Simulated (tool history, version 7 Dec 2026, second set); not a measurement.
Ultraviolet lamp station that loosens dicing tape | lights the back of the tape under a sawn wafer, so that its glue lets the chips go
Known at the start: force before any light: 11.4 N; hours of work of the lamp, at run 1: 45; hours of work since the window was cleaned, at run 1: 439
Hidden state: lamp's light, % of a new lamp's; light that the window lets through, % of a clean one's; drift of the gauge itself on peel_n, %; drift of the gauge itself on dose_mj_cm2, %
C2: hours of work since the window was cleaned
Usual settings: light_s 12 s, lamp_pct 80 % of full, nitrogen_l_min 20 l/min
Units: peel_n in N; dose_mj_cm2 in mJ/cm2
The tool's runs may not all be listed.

run 1 hour=0.0 | light_s=12 lamp_pct=80 nitrogen_l_min=20 | hours_of_work_of_the_lamp=45 C2=439 | peel_n=1.151 dose_mj_cm2=392
run 2 hour=6.5 | light_s=12 lamp_pct=80 nitrogen_l_min=20 | hours_of_work_of_the_lamp=48 C2=442 | peel_n=1.140 dose_mj_cm2=389
run 3 hour=12.8 | light_s=12 lamp_pct=80 nitrogen_l_min=20 | hours_of_work_of_the_lamp=50 C2=445 | peel_n=1.161 dose_mj_cm2=390
run 4 hour=24.5 | light_s=12 lamp_pct=80 nitrogen_l_min=20 | hours_of_work_of_the_lamp=55 C2=450 | peel_n=1.156 dose_mj_cm2=392
run 5 hour=30.3 | light_s=12 lamp_pct=80 nitrogen_l_min=20 | hours_of_work_of_the_lamp=58 C2=453 | peel_n=1.117 dose_mj_cm2=389
run 6 hour=39.6 | light_s=12 lamp_pct=80 nitrogen_l_min=20 | hours_of_work_of_the_lamp=62 C2=457 | peel_n=1.169 dose_mj_cm2=388
run 7 hour=48.8 | light_s=24 lamp_pct=80 nitrogen_l_min=20 | hours_of_work_of_the_lamp=66 C2=461 | peel_n=0.186 dose_mj_cm2=774
run 8 hour=58.5 | light_s=24 lamp_pct=80 nitrogen_l_min=20 | hours_of_work_of_the_lamp=70 C2=465 | peel_n=0.198 dose_mj_cm2=779
run 9 hour=70.6 | light_s=12 lamp_pct=80 nitrogen_l_min=20 | hours_of_work_of_the_lamp=76 C2=470 | peel_n=1.180 dose_mj_cm2=386
run 10 hour=78.8 | light_s=12 lamp_pct=80 nitrogen_l_min=20 | hours_of_work_of_the_lamp=79 C2=474 | peel_n=1.132 dose_mj_cm2=388
run 11 hour=85.4 | light_s=12 lamp_pct=80 nitrogen_l_min=20 | hours_of_work_of_the_lamp=82 C2=477 | peel_n=1.197 dose_mj_cm2=382
run 12 hour=96.5 | light_s=12 lamp_pct=80 nitrogen_l_min=20 | hours_of_work_of_the_lamp=87 C2=482 | peel_n=1.171 dose_mj_cm2=386
run 13 hour=107.6 | light_s=12 lamp_pct=80 nitrogen_l_min=20 | hours_of_work_of_the_lamp=92 C2=487 | peel_n=1.157 dose_mj_cm2=381
run 14 hour=114.1 | light_s=12 lamp_pct=80 nitrogen_l_min=20 | hours_of_work_of_the_lamp=95 C2=489 | peel_n=1.180 dose_mj_cm2=388
run 15 hour=121.9 | light_s=12 lamp_pct=80 nitrogen_l_min=20 | hours_of_work_of_the_lamp=98 C2=493 | peel_n=1.197 dose_mj_cm2=384
run 16 hour=134.5 | light_s=12 lamp_pct=80 nitrogen_l_min=20 | hours_of_work_of_the_lamp=104 C2=498 | peel_n=1.137 dose_mj_cm2=388
run 17 hour=144.6 | light_s=12 lamp_pct=76 nitrogen_l_min=20 | hours_of_work_of_the_lamp=108 C2=503 | peel_n=1.396 dose_mj_cm2=367
run 18 hour=155.1 | light_s=12 lamp_pct=76 nitrogen_l_min=20 | hours_of_work_of_the_lamp=113 C2=507 | peel_n=1.275 dose_mj_cm2=359
run 19 hour=161.6 | light_s=12 lamp_pct=76 nitrogen_l_min=20 | hours_of_work_of_the_lamp=116 C2=510 | peel_n=1.308 dose_mj_cm2=367
run 20 hour=171.0 | light_s=12 lamp_pct=80 nitrogen_l_min=20 | hours_of_work_of_the_lamp=120 C2=514 | peel_n=1.177 dose_mj_cm2=384
run 21 hour=183.3 | light_s=12 lamp_pct=80 nitrogen_l_min=20 | hours_of_work_of_the_lamp=125 C2=520 | peel_n=1.225 dose_mj_cm2=384
run 22 hour=192.5 | light_s=12 lamp_pct=80 nitrogen_l_min=20 | hours_of_work_of_the_lamp=129 C2=524 | peel_n=1.199 dose_mj_cm2=378
run 23 hour=201.2 | light_s=12 lamp_pct=82 nitrogen_l_min=9 | hours_of_work_of_the_lamp=133 C2=528 | peel_n=1.557 dose_mj_cm2=389
run 24 hour=207.4 | light_s=16 lamp_pct=66 nitrogen_l_min=13 | hours_of_work_of_the_lamp=136 C2=530 | peel_n=1.206 dose_mj_cm2=417
run 25 hour=216.5 | light_s=9 lamp_pct=63 nitrogen_l_min=23 | hours_of_work_of_the_lamp=140 C2=534 | peel_n=2.906 dose_mj_cm2=221
run 26 hour=228.3 | light_s=9 lamp_pct=97 nitrogen_l_min=7 | hours_of_work_of_the_lamp=145 C2=539 | peel_n=2.162 dose_mj_cm2=341
run 27 hour=238.4 | light_s=9 lamp_pct=74 nitrogen_l_min=6 | hours_of_work_of_the_lamp=149 C2=544 | peel_n=3.289 dose_mj_cm2=262
-- hour=239.8 window cleaned of glue's vapour
run 28 hour=250.6 | light_s=7 lamp_pct=61 nitrogen_l_min=30 | hours_of_work_of_the_lamp=154 C2=5 | peel_n=3.911 dose_mj_cm2=164
run 29 hour=258.6 | light_s=12 lamp_pct=80 nitrogen_l_min=7 | hours_of_work_of_the_lamp=158 C2=8 | peel_n=2.008 dose_mj_cm2=369
run 30 hour=268.6 | light_s=12 lamp_pct=80 nitrogen_l_min=27 | hours_of_work_of_the_lamp=162 C2=13 | peel_n=1.223 dose_mj_cm2=368
run 31 hour=275.3 | light_s=12 lamp_pct=80 nitrogen_l_min=27 | hours_of_work_of_the_lamp=165 C2=16 | peel_n=1.231 dose_mj_cm2=367
-- hour=276.9 window cleaned of glue's vapour, once more
run 32 hour=281.4 | light_s=12 lamp_pct=80 nitrogen_l_min=27 | hours_of_work_of_the_lamp=168 C2=2 | peel_n=0.911 dose_mj_cm2=407
run 33 hour=293.2 | light_s=21 lamp_pct=97 nitrogen_l_min=10 | hours_of_work_of_the_lamp=173 C2=7 | peel_n=0.198 dose_mj_cm2=875
run 34 hour=299.0 | light_s=10 lamp_pct=75 nitrogen_l_min=10 | hours_of_work_of_the_lamp=176 C2=10 | peel_n=2.113 dose_mj_cm2=324
run 35 hour=307.0 | light_s=23 lamp_pct=71 nitrogen_l_min=11 | hours_of_work_of_the_lamp=179 C2=13 | peel_n=0.340 dose_mj_cm2=698
run 36 hour=315.5 | light_s=23 lamp_pct=71 nitrogen_l_min=11 | hours_of_work_of_the_lamp=183 C2=17 | peel_n=0.335 dose_mj_cm2=705
run 37 hour=321.1 | light_s=23 lamp_pct=71 nitrogen_l_min=11 | hours_of_work_of_the_lamp=185 C2=19 | peel_n=0.352 dose_mj_cm2=695
run 38 hour=332.8 | light_s=23 lamp_pct=88 nitrogen_l_min=11 | hours_of_work_of_the_lamp=190 C2=25 | peel_n=0.198 dose_mj_cm2=863
run 39 hour=341.5 | light_s=23 lamp_pct=80 nitrogen_l_min=20 | hours_of_work_of_the_lamp=194 C2=28 | peel_n=0.183 dose_mj_cm2=788
run 40 hour=348.3 | light_s=23 lamp_pct=80 nitrogen_l_min=20 | hours_of_work_of_the_lamp=197 C2=31 | peel_n=0.181 dose_mj_cm2=781
run 41 hour=359.1 | light_s=20 lamp_pct=66 nitrogen_l_min=9 | hours_of_work_of_the_lamp=202 C2=36 | peel_n=0.691 dose_mj_cm2=563
run 42 hour=370.6 | light_s=20 lamp_pct=66 nitrogen_l_min=9 | hours_of_work_of_the_lamp=207 C2=41 | peel_n=0.692 dose_mj_cm2=558
run 43 hour=376.3 | light_s=20 lamp_pct=66 nitrogen_l_min=9 | hours_of_work_of_the_lamp=209 C2=44 | peel_n=0.694 dose_mj_cm2=565

Forecast each of these 4 alternatives for the next run:
run A hour=389.0 | light_s=20 lamp_pct=66 nitrogen_l_min=17 | hours_of_work_of_the_lamp=215 C2=49 | peel_n=? dose_mj_cm2=?
run B hour=389.0 | light_s=12 lamp_pct=72 nitrogen_l_min=20 | hours_of_work_of_the_lamp=215 C2=49 | peel_n=? dose_mj_cm2=?
run C hour=389.0 | light_s=9 lamp_pct=61 nitrogen_l_min=35 | hours_of_work_of_the_lamp=215 C2=49 | peel_n=? dose_mj_cm2=?
run D hour=389.0 | light_s=20 lamp_pct=94 nitrogen_l_min=29 | hours_of_work_of_the_lamp=215 C2=49 | peel_n=? dose_mj_cm2=?

run=A peel_n=0.515 dose_mj_cm2=558
run=B peel_n=1.386 dose_mj_cm2=366
run=C peel_n=2.537 dose_mj_cm2=236
run=D peel_n=0.139 dose_mj_cm2=798
Without the tool's hidden state the same runs would have given:
run=A peel_n=0.455 dose_mj_cm2=584
run=B peel_n=1.260 dose_mj_cm2=383
run=C peel_n=2.368 dose_mj_cm2=247
run=D peel_n=0.125 dose_mj_cm2=835
